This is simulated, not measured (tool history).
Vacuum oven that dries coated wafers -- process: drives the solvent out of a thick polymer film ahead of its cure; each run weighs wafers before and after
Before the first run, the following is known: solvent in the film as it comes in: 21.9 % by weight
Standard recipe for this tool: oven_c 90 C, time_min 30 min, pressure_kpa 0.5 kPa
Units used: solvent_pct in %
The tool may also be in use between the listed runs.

run	hour	oven_c	time_min	pressure_kpa	solvent_pct
1	0	90	30	0.5	1.49
2	109.7	90	30	0.5	1.52
3	219.1	90	30	0.5	1.49
4	308.6	90	30	0.5	1.54
5	423.8	90	30	0.5	1.52
6	512.7	90	30	0.905	1.77
7	582.1	90	30	0.905	1.81
8	659.3	90	30	1.517	2.21
9	725.7	90	37	0.5	1.04
10	842.9	90	37	0.5	1.05
11	922.8	90	37	0.5	1.08
12	991.8	90	37	0.5	1.1
# hour 1050.4: vacuum gauge cleaned of residue and calibrated
# hour 1064.3: oven's thermocouples calibrated
13	1112.1	86	37	0.5	1.62
14	1225.8	90	31	0.5	1.28
15	1280.6	90	30	0.5	1.39
16	1335.5	90	30	0.5	1.4
17	1427.9	90	30	0.5	1.4
18	1491.8	90	30	0.5	1.42
19	1558.8	90	30	1.037	1.79
20	1677.3	90	30	0.5	1.42
21	1770.8	90	30	0.5	1.42
22	1850.4	90	30	0.5	1.44
23	1965.5	90	30	0.665	1.57
24	2083.5	88	30	1.618	2.67
25	2206.7	97	30	1.618	1.18
26	2291.5	96	48	0.357	0.39
27	2355.6	87	20	0.695	4.2
28	2416.3	80	35	0.391	3.69
29	2478.3	80	35	0.391	3.7
30	2534	80	35	1.856	4.97
31	2663.2	80	15	1.856	9.7
# hour 2718.6: vacuum gauge cleaned of residue and calibrated
# hour 2738.2: oven's thermocouples calibrated
32	2781.8	80	30	0.5	4.79
33	2839.9	89	17	0.5	4.4
34	2904.3	89	17	0.5	4.38
35	2970.8	103	53	0.5	0.25
36	3031.7	103	53	0.5	0.24
37	3139.2	103	53	0.5	0.26
38	3231.4	88	17	0.485	4.73
39	3303.9	96	17	1.161	2.39
40	3367.4	88	38	0.337	1.15
41	3490.3	75	39	1.367	6.31
42	3602.9	81	30	0.462	4.31
43	3693.1	91	36	0.77	1.12
44	3791.4	91	36	0.77	1.13
45	3899.3	90	30	0.275	1.43
46	4009.3	90	30	0.804	1.76

4 options for the next run, each taken on its own from the tool as it stands now. Forecast them:
A	4117.1	97	38	0.383	?
B	4117.1	87	20	0.752	?
C	4117.1	95	34	1.853	?
D	4117.1	86	30	0.5	?

run	solvent_pct
A	0.43
B	4.37
C	1.44
D	2.59
Without the tool's unlogged condition, the same runs would have read:
run	solvent_pct
A	0.26
B	4.35
C	1.29
D	2.49

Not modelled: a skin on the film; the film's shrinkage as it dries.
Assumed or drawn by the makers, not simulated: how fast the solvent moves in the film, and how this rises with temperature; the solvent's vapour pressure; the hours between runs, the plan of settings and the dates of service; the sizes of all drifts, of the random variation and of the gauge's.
